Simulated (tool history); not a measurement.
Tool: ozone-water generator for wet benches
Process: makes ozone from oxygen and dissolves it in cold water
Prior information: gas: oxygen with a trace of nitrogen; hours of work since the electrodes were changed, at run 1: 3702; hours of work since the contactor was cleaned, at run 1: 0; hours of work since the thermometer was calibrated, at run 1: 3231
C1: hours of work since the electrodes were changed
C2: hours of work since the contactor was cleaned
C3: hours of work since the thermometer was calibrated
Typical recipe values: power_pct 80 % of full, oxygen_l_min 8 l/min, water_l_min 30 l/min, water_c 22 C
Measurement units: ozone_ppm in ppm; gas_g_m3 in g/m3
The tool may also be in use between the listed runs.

Run 1, hour 0: usual settings; C1 3702; C2 0; C3 3231. Result: ozone_ppm 18.6 ppm, gas_g_m3 185.1 g/m3.
Run 2, hour 112.9: usual settings; C1 3784; C2 82; C3 3313. Result: ozone_ppm 18.5 ppm, gas_g_m3 185.2 g/m3.
Run 3, hour 209.4: usual settings; C1 3854; C2 152; C3 3383. Result: ozone_ppm 18.4 ppm, gas_g_m3 185.8 g/m3.
Run 4, hour 337.5: usual settings but oxygen_l_min 9.75 l/min; C1 3948; C2 246; C3 3477. Result: ozone_ppm 18.8 ppm, gas_g_m3 171.7 g/m3.
Run 5, hour 451.5: usual settings but power_pct 72 % of full; C1 4031; C2 329; C3 3559. Result: ozone_ppm 17.3 ppm, gas_g_m3 172.5 g/m3.
Run 6, hour 587.6: usual settings but water_c 19 C; C1 4130; C2 428; C3 3659. Result: ozone_ppm 18.9 ppm, gas_g_m3 183 g/m3.
Run 7, hour 718.1: usual settings; C1 4225; C2 523; C3 3754. Result: ozone_ppm 18.2 ppm, gas_g_m3 183.1 g/m3.
Run 8, hour 794.9: usual settings but water_c 15 C; C1 4281; C2 579; C3 3809. Result: ozone_ppm 19.7 ppm, gas_g_m3 183.9 g/m3.
Run 9, hour 909.7: usual settings but water_c 15 C; C1 4364; C2 662; C3 3893. Result: ozone_ppm 19.7 ppm, gas_g_m3 182.9 g/m3.
Run 10, hour 996.1: usual settings but power_pct 46 % of full, water_c 15 C; C1 4427; C2 725; C3 3956. Result: ozone_ppm 14.3 ppm, gas_g_m3 131.3 g/m3.
Run 11, hour 1065.2: usual settings; C1 4477; C2 775; C3 4006. Result: ozone_ppm 18.1 ppm, gas_g_m3 185.3 g/m3.
Run 12, hour 1176.4: usual settings; C1 4558; C2 856; C3 4087. Result: ozone_ppm 17.8 ppm, gas_g_m3 181.8 g/m3.
Run 13, hour 1242: usual settings; C1 4606; C2 904; C3 4135. Result: ozone_ppm 17.7 ppm, gas_g_m3 181.8 g/m3.
Run 14, hour 1344.7: usual settings; C1 4681; C2 979; C3 4210. Result: ozone_ppm 18 ppm, gas_g_m3 183 g/m3.
Run 15, hour 1432.1: usual settings; C1 4744; C2 1042; C3 4273. Result: ozone_ppm 17.9 ppm, gas_g_m3 180.7 g/m3.
Run 16, hour 1551.6: usual settings; C1 4831; C2 1129; C3 4360. Result: ozone_ppm 17.8 ppm, gas_g_m3 178.8 g/m3.
Run 17, hour 1630: usual settings; C1 4888; C2 1186; C3 4417. Result: ozone_ppm 17.7 ppm, gas_g_m3 180.6 g/m3.
Run 18, hour 1729.8: usual settings but oxygen_l_min 6.55 l/min; C1 4961; C2 1259; C3 4490. Result: ozone_ppm 17.1 ppm, gas_g_m3 193.7 g/m3.
Run 19, hour 1811.3: usual settings but oxygen_l_min 6.55 l/min, water_l_min 33 l/min; C1 5020; C2 1318; C3 4549. Result: ozone_ppm 15.7 ppm, gas_g_m3 193.8 g/m3.
Run 20, hour 1916.5: usual settings but power_pct 50 % of full, oxygen_l_min 6.55 l/min, water_l_min 33 l/min, water_c 20 C; C1 5097; C2 1395; C3 4626. Result: ozone_ppm 12.6 ppm, gas_g_m3 147 g/m3.
Run 21, hour 2043.6: usual settings but power_pct 50 % of full, oxygen_l_min 6.55 l/min, water_l_min 33 l/min, water_c 20 C; C1 5190; C2 1488; C3 4718. Result: ozone_ppm 12.6 ppm, gas_g_m3 148.2 g/m3.
At hour 2057.5: water thermometer calibrated.
Run 22, hour 2138.3: usual settings but power_pct 50 % of full, oxygen_l_min 6.55 l/min, water_l_min 33 l/min, water_c 20 C; C1 5258; C2 1556; C3 59. Result: ozone_ppm 12.3 ppm, gas_g_m3 147.1 g/m3.
Run 23, hour 2245.3: usual settings but oxygen_l_min 4.26 l/min; C1 5336; C2 1634; C3 137. Result: ozone_ppm 15.6 ppm, gas_g_m3 227.2 g/m3.
Run 24, hour 2365: usual settings but power_pct 95 % of full, oxygen_l_min 5.54 l/min, water_l_min 22 l/min, water_c 16 C; C1 5423; C2 1721; C3 224. Result: ozone_ppm 24.6 ppm, gas_g_m3 225.8 g/m3.
Run 25, hour 2452.3: usual settings but power_pct 93 % of full, water_c 26 C; C1 5487; C2 1785; C3 287. Result: ozone_ppm 17.7 ppm, gas_g_m3 192.6 g/m3.
Run 26, hour 2531.3: usual settings but power_pct 93 % of full, water_c 26 C; C1 5544; C2 1842; C3 345. Result: ozone_ppm 17.8 ppm, gas_g_m3 191.3 g/m3.
Run 27, hour 2614.8: usual settings but power_pct 93 % of full, water_c 26 C; C1 5605; C2 1903; C3 406. Result: ozone_ppm 17.3 ppm, gas_g_m3 193.6 g/m3.
Run 28, hour 2730.9: usual settings but power_pct 51 % of full, oxygen_l_min 9.01 l/min, water_l_min 26 l/min, water_c 24 C; C1 5689; C2 1987; C3 490. Result: ozone_ppm 14.5 ppm, gas_g_m3 131.3 g/m3.
Run 29, hour 2838.9: usual settings but power_pct 51 % of full, oxygen_l_min 9.01 l/min, water_l_min 26 l/min, water_c 24 C; C1 5768; C2 2066; C3 569. Result: ozone_ppm 14 ppm, gas_g_m3 130.5 g/m3.
Run 30, hour 2918.7: usual settings but power_pct 76 % of full, oxygen_l_min 6.84 l/min; C1 5826; C2 2124; C3 627. Result: ozone_ppm 15.9 ppm, gas_g_m3 181.4 g/m3.
Run 31, hour 3010.6: usual settings but oxygen_l_min 6.31 l/min, water_l_min 20 l/min; C1 5893; C2 2191; C3 694. Result: ozone_ppm 22.1 ppm, gas_g_m3 192.1 g/m3.
Run 32, hour 3134: usual settings but oxygen_l_min 9.58 l/min, water_l_min 18 l/min, water_c 23 C; C1 5983; C2 2281; C3 784. Result: ozone_ppm 22.7 ppm, gas_g_m3 163.1 g/m3.

Below are 3 alternative next runs, each starting from the tool's condition after run 32. Predict each:
Run A, hour 3260.6: usual settings but power_pct 88 % of full, oxygen_l_min 10.56 l/min; C1 6075; C2 2373; C3 876. Result: ozone_ppm ?, gas_g_m3 ?.
Run B, hour 3260.6: usual settings but power_pct 91 % of full, water_l_min 20 l/min, water_c 24 C; C1 6075; C2 2373; C3 876. Result: ozone_ppm ?, gas_g_m3 ?.
Run C, hour 3260.6: usual settings but power_pct 77 % of full, water_l_min 46 l/min, water_c 23 C; C1 6075; C2 2373; C3 876. Result: ozone_ppm ?, gas_g_m3 ?.

run  ozone_ppm  gas_g_m3
  A       18.5       165
  B       22.5     186.6
  C         12     169.5
The same runs, with their run-to-run variation unchanged, on a tool lacking any hidden condition would have given:
run  ozone_ppm  gas_g_m3
  A       22.6     194.6
  B       27.4     220.9
  C       14.5     197.8
